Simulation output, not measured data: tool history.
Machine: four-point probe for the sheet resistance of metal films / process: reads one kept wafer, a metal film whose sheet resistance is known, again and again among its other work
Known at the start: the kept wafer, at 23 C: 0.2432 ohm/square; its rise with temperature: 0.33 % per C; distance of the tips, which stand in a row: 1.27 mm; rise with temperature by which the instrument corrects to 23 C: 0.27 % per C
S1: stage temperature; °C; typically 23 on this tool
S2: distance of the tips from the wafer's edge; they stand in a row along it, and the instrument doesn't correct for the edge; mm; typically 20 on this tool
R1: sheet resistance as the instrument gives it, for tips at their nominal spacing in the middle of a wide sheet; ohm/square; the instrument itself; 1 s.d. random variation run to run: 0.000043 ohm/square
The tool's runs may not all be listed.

Run 1, hour 0.0: usual settings. Result: R1 0.243135 ohm/square.
Run 2, hour 31.2: usual settings but S1 25 °C. Result: R1 0.243294 ohm/square.
Run 3, hour 83.2: usual settings but S1 25 °C. Result: R1 0.243394 ohm/square.
Run 4, hour 115.5: usual settings but S2 15 mm. Result: R1 0.243453 ohm/square.
Run 5, hour 169.7: usual settings but S1 30 °C, S2 15 mm. Result: R1 0.244412 ohm/square.
Run 6, hour 204.8: usual settings but S1 30 °C, S2 15 mm. Result: R1 0.244444 ohm/square.
Run 7, hour 243.2: usual settings but S1 30 °C. Result: R1 0.244049 ohm/square.
Run 8, hour 288.8: usual settings but S1 30 °C. Result: R1 0.244028 ohm/square.
Run 9, hour 319.9: usual settings but S1 30 °C, S2 3 mm. Result: R1 0.264743 ohm/square.
Run 10, hour 348.0: usual settings but S1 25 °C, S2 7 mm. Result: R1 0.247153 ohm/square.
Run 11, hour 393.8: usual settings but S1 20 °C, S2 43 mm. Result: R1 0.242399 ohm/square.
Run 12, hour 427.6: usual settings but S1 22 °C, S2 23 mm. Result: R1 0.242913 ohm/square.
Run 13, hour 481.9: usual settings but S1 22 °C, S2 23 mm. Result: R1 0.243007 ohm/square.
Run 14, hour 518.1: usual settings but S1 19 °C, S2 23 mm. Result: R1 0.242541 ohm/square.
Run 15, hour 561.3: usual settings but S1 19 °C, S2 29 mm. Result: R1 0.242369 ohm/square.

5 ways to go on from here, each from the tool as it stands after run 15. What would each give?
Run A, hour 592.7: usual settings but S1 31 °C, S2 15 mm. Result: R1 ?.
Run B, hour 592.7: usual settings but S1 32 °C. Result: R1 ?.
Run C, hour 592.7: usual settings but S1 29 °C, S2 29 mm. Result: R1 ?.
Run D, hour 592.7: usual settings but S1 30 °C, S2 6 mm. Result: R1 ?.
Run E, hour 592.7: usual settings but S1 33 °C, S2 4 mm. Result: R1 ?.

run        R1
  A  0.244621
  B  0.244375
  C  0.243682
  D  0.249317
  E  0.256469
Without the tool's unlogged condition, the same runs would have read:
run        R1
  A  0.245184
  B  0.244937
  C  0.244243
  D  0.249889
  E  0.257056
